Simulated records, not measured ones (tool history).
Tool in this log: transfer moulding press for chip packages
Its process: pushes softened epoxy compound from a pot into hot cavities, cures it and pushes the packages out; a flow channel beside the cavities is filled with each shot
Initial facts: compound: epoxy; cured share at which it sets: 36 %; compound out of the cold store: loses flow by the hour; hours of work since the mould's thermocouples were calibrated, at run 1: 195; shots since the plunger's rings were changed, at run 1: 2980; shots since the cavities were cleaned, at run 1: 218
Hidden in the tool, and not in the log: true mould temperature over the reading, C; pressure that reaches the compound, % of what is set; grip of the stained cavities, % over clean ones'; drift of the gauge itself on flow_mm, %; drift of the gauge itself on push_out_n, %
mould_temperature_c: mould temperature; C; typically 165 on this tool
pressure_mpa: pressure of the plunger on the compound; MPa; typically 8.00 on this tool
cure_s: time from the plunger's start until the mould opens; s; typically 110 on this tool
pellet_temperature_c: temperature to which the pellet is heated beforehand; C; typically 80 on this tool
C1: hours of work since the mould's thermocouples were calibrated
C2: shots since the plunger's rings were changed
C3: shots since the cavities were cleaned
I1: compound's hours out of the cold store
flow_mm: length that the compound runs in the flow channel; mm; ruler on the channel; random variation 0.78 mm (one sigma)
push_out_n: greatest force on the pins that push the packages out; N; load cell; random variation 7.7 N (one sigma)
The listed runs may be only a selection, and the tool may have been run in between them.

{"run": 1, "hour": 0.0, "mould_temperature_c": 165, "pressure_mpa": 8.0, "cure_s": 110, "pellet_temperature_c": 80, "C1": 195, "C2": 2980, "C3": 218, "I1": 15.3, "flow_mm": 551.5, "push_out_n": 449}
{"hour": 33.8, "done": "cavities cleaned with cleaning compound and waxed"}
{"run": 2, "hour": 39.4, "mould_temperature_c": 165, "pressure_mpa": 8.0, "cure_s": 110, "pellet_temperature_c": 80, "C1": 221, "C2": 3444, "C3": 69, "I1": 34.9, "flow_mm": 494.4, "push_out_n": 364}
{"hour": 83.4, "done": "cavities cleaned with cleaning compound and waxed"}
{"run": 3, "hour": 83.4, "mould_temperature_c": 165, "pressure_mpa": 8.0, "cure_s": 110, "pellet_temperature_c": 80, "C1": 251, "C2": 3963, "C3": 0, "I1": 38.3, "flow_mm": 482.1, "push_out_n": 339}
{"run": 4, "hour": 130.9, "mould_temperature_c": 165, "pressure_mpa": 8.0, "cure_s": 110, "pellet_temperature_c": 80, "C1": 284, "C2": 4542, "C3": 579, "I1": 19.4, "flow_mm": 535.0, "push_out_n": 493}
{"hour": 136.5, "done": "cavities cleaned with cleaning compound and waxed"}
{"hour": 148.4, "done": "plunger's sealing rings changed"}
{"hour": 193.8, "done": "cavities cleaned with cleaning compound and waxed"}
{"run": 5, "hour": 199.5, "mould_temperature_c": 165, "pressure_mpa": 8.0, "cure_s": 110, "pellet_temperature_c": 71, "C1": 328, "C2": 606, "C3": 70, "I1": 13.7, "flow_mm": 564.3, "push_out_n": 382}
{"hour": 244.7, "done": "cavities cleaned with cleaning compound and waxed"}
{"run": 6, "hour": 261.8, "mould_temperature_c": 172, "pressure_mpa": 8.0, "cure_s": 110, "pellet_temperature_c": 80, "C1": 370, "C2": 1349, "C3": 210, "I1": 46.5, "flow_mm": 463.1, "push_out_n": 376}
{"hour": 294.9, "done": "cavities cleaned with cleaning compound and waxed"}
{"run": 7, "hour": 307.0, "mould_temperature_c": 172, "pressure_mpa": 8.0, "cure_s": 110, "pellet_temperature_c": 80, "C1": 400, "C2": 1882, "C3": 148, "I1": 33.7, "flow_mm": 494.7, "push_out_n": 357}
{"run": 8, "hour": 338.3, "mould_temperature_c": 172, "pressure_mpa": 8.0, "cure_s": 110, "pellet_temperature_c": 80, "C1": 422, "C2": 2265, "C3": 531, "I1": 17.2, "flow_mm": 537.9, "push_out_n": 436}
{"hour": 344.3, "done": "cavities cleaned with cleaning compound and waxed"}
{"hour": 397.6, "done": "cavities cleaned with cleaning compound and waxed"}
{"run": 9, "hour": 409.9, "mould_temperature_c": 165, "pressure_mpa": 8.0, "cure_s": 110, "pellet_temperature_c": 80, "C1": 470, "C2": 3103, "C3": 150, "I1": 29.8, "flow_mm": 509.6, "push_out_n": 394}
{"hour": 416.3, "done": "mould's thermocouples calibrated"}
{"hour": 449.6, "done": "cavities cleaned with cleaning compound and waxed"}
{"run": 10, "hour": 456.6, "mould_temperature_c": 165, "pressure_mpa": 8.0, "cure_s": 110, "pellet_temperature_c": 80, "C1": 27, "C2": 3630, "C3": 86, "I1": 13.9, "flow_mm": 554.0, "push_out_n": 399}
{"hour": 501.1, "done": "cavities cleaned with cleaning compound and waxed"}
{"run": 11, "hour": 505.6, "mould_temperature_c": 165, "pressure_mpa": 8.0, "cure_s": 110, "pellet_temperature_c": 80, "C1": 60, "C2": 4211, "C3": 55, "I1": 20.7, "flow_mm": 532.2, "push_out_n": 398}
{"hour": 548.8, "done": "plunger's sealing rings changed"}
{"hour": 555.5, "done": "cavities cleaned with cleaning compound and waxed"}
{"run": 12, "hour": 555.5, "mould_temperature_c": 165, "pressure_mpa": 8.58, "cure_s": 110, "pellet_temperature_c": 80, "C1": 92, "C2": 63, "C3": 0, "I1": 27.6, "flow_mm": 543.5, "push_out_n": 353}
{"hour": 609.3, "done": "cavities cleaned with cleaning compound and waxed"}
{"run": 13, "hour": 610.5, "mould_temperature_c": 165, "pressure_mpa": 8.58, "cure_s": 110, "pellet_temperature_c": 80, "C1": 129, "C2": 717, "C3": 14, "I1": 14.3, "flow_mm": 584.7, "push_out_n": 370}
{"hour": 662.1, "done": "cavities cleaned with cleaning compound and waxed"}
{"run": 14, "hour": 667.6, "mould_temperature_c": 170, "pressure_mpa": 6.75, "cure_s": 123, "pellet_temperature_c": 72, "C1": 168, "C2": 1396, "C3": 67, "I1": 18.6, "flow_mm": 497.6, "push_out_n": 318}
{"hour": 716.9, "done": "cavities cleaned with cleaning compound and waxed"}
{"run": 15, "hour": 727.7, "mould_temperature_c": 170, "pressure_mpa": 6.75, "cure_s": 123, "pellet_temperature_c": 72, "C1": 209, "C2": 2112, "C3": 131, "I1": 30.4, "flow_mm": 464.6, "push_out_n": 356}
{"hour": 766.7, "done": "cavities cleaned with cleaning compound and waxed"}
{"hour": 779.7, "done": "mould's thermocouples calibrated, once more"}
{"run": 16, "hour": 784.9, "mould_temperature_c": 172, "pressure_mpa": 6.75, "cure_s": 104, "pellet_temperature_c": 79, "C1": 4, "C2": 2769, "C3": 199, "I1": 43.4, "flow_mm": 426.6, "push_out_n": 371}
{"hour": 820.0, "done": "cavities cleaned with cleaning compound and waxed"}
{"run": 17, "hour": 846.9, "mould_temperature_c": 165, "pressure_mpa": 8.0, "cure_s": 106, "pellet_temperature_c": 80, "C1": 46, "C2": 3507, "C3": 328, "I1": 25.7, "flow_mm": 517.7, "push_out_n": 457}
{"hour": 870.6, "done": "cavities cleaned with cleaning compound and waxed"}
{"run": 18, "hour": 882.1, "mould_temperature_c": 164, "pressure_mpa": 8.0, "cure_s": 142, "pellet_temperature_c": 80, "C1": 69, "C2": 3919, "C3": 140, "I1": 19.8, "flow_mm": 534.8, "push_out_n": 367}
{"hour": 920.0, "done": "cavities cleaned with cleaning compound and waxed"}
{"run": 19, "hour": 939.8, "mould_temperature_c": 164, "pressure_mpa": 8.0, "cure_s": 142, "pellet_temperature_c": 80, "C1": 108, "C2": 4606, "C3": 242, "I1": 32.9, "flow_mm": 495.9, "push_out_n": 364}
{"hour": 948.0, "done": "plunger's sealing rings changed"}
{"hour": 976.6, "done": "cavities cleaned with cleaning compound and waxed"}
{"run": 20, "hour": 988.1, "mould_temperature_c": 165, "pressure_mpa": 6.79, "cure_s": 138, "pellet_temperature_c": 80, "C1": 139, "C2": 471, "C3": 140, "I1": 30.6, "flow_mm": 473.1, "push_out_n": 331}
{"hour": 1027.7, "done": "cavities cleaned with cleaning compound and waxed"}
{"run": 21, "hour": 1033.9, "mould_temperature_c": 165, "pressure_mpa": 6.79, "cure_s": 138, "pellet_temperature_c": 80, "C1": 170, "C2": 1012, "C3": 76, "I1": 15.3, "flow_mm": 514.7, "push_out_n": 318}
{"hour": 1076.8, "done": "cavities cleaned with cleaning compound and waxed"}
{"run": 22, "hour": 1083.1, "mould_temperature_c": 161, "pressure_mpa": 8.0, "cure_s": 110, "pellet_temperature_c": 89, "C1": 203, "C2": 1595, "C3": 77, "I1": 17.1, "flow_mm": 557.1, "push_out_n": 445}
{"hour": 1126.8, "done": "cavities cleaned with cleaning compound and waxed"}
{"run": 23, "hour": 1128.2, "mould_temperature_c": 161, "pressure_mpa": 8.0, "cure_s": 110, "pellet_temperature_c": 89, "C1": 234, "C2": 2127, "C3": 17, "I1": 28.1, "flow_mm": 521.1, "push_out_n": 408}
{"hour": 1177.9, "done": "cavities cleaned with cleaning compound and waxed"}
{"run": 24, "hour": 1187.3, "mould_temperature_c": 161, "pressure_mpa": 8.0, "cure_s": 110, "pellet_temperature_c": 89, "C1": 274, "C2": 2831, "C3": 114, "I1": 44.0, "flow_mm": 477.4, "push_out_n": 426}
{"run": 25, "hour": 1224.3, "mould_temperature_c": 168, "pressure_mpa": 6.26, "cure_s": 109, "pellet_temperature_c": 80, "C1": 299, "C2": 3283, "C3": 566, "I1": 20.2, "flow_mm": 469.5, "push_out_n": 463}

Here are 5 independent what-if runs from the current tool condition. What would each one return?
{"hour": 1231.8, "done": "cavities cleaned with cleaning compound and waxed"}
{"run": "A", "hour": 1256.0, "mould_temperature_c": 168, "pressure_mpa": 7.99, "cure_s": 109, "pellet_temperature_c": 88, "C1": 320, "C2": 3652, "C3": 295, "I1": 15.4, "flow_mm": "?", "push_out_n": "?"}
{"hour": 1231.8, "done": "cavities cleaned with cleaning compound and waxed"}
{"run": "B", "hour": 1256.0, "mould_temperature_c": 165, "pressure_mpa": 8.0, "cure_s": 110, "pellet_temperature_c": 79, "C1": 320, "C2": 3652, "C3": 295, "I1": 39.3, "flow_mm": "?", "push_out_n": "?"}
{"hour": 1231.8, "done": "cavities cleaned with cleaning compound and waxed"}
{"run": "C", "hour": 1256.0, "mould_temperature_c": 160, "pressure_mpa": 7.99, "cure_s": 131, "pellet_temperature_c": 80, "C1": 320, "C2": 3652, "C3": 295, "I1": 12.9, "flow_mm": "?", "push_out_n": "?"}
{"hour": 1231.8, "done": "cavities cleaned with cleaning compound and waxed"}
{"run": "D", "hour": 1256.0, "mould_temperature_c": 158, "pressure_mpa": 8.0, "cure_s": 135, "pellet_temperature_c": 72, "C1": 320, "C2": 3652, "C3": 295, "I1": 35.6, "flow_mm": "?", "push_out_n": "?"}
{"hour": 1231.8, "done": "cavities cleaned with cleaning compound and waxed"}
{"run": "E", "hour": 1256.0, "mould_temperature_c": 162, "pressure_mpa": 7.32, "cure_s": 92, "pellet_temperature_c": 80, "C1": 320, "C2": 3652, "C3": 295, "I1": 47.8, "flow_mm": "?", "push_out_n": "?"}

run=A flow_mm=543.8 push_out_n=404
run=B flow_mm=482.1 push_out_n=436
run=C flow_mm=563.0 push_out_n=458
run=D flow_mm=501.3 push_out_n=465
run=E flow_mm=443.8 push_out_n=663
Take away the tool's hidden state, keep each run's random variation, and the runs would have read:
run=A flow_mm=555.6 push_out_n=302
run=B flow_mm=492.6 push_out_n=327
run=C flow_mm=575.0 push_out_n=341
run=D flow_mm=512.0 push_out_n=347
run=E flow_mm=453.3 push_out_n=484
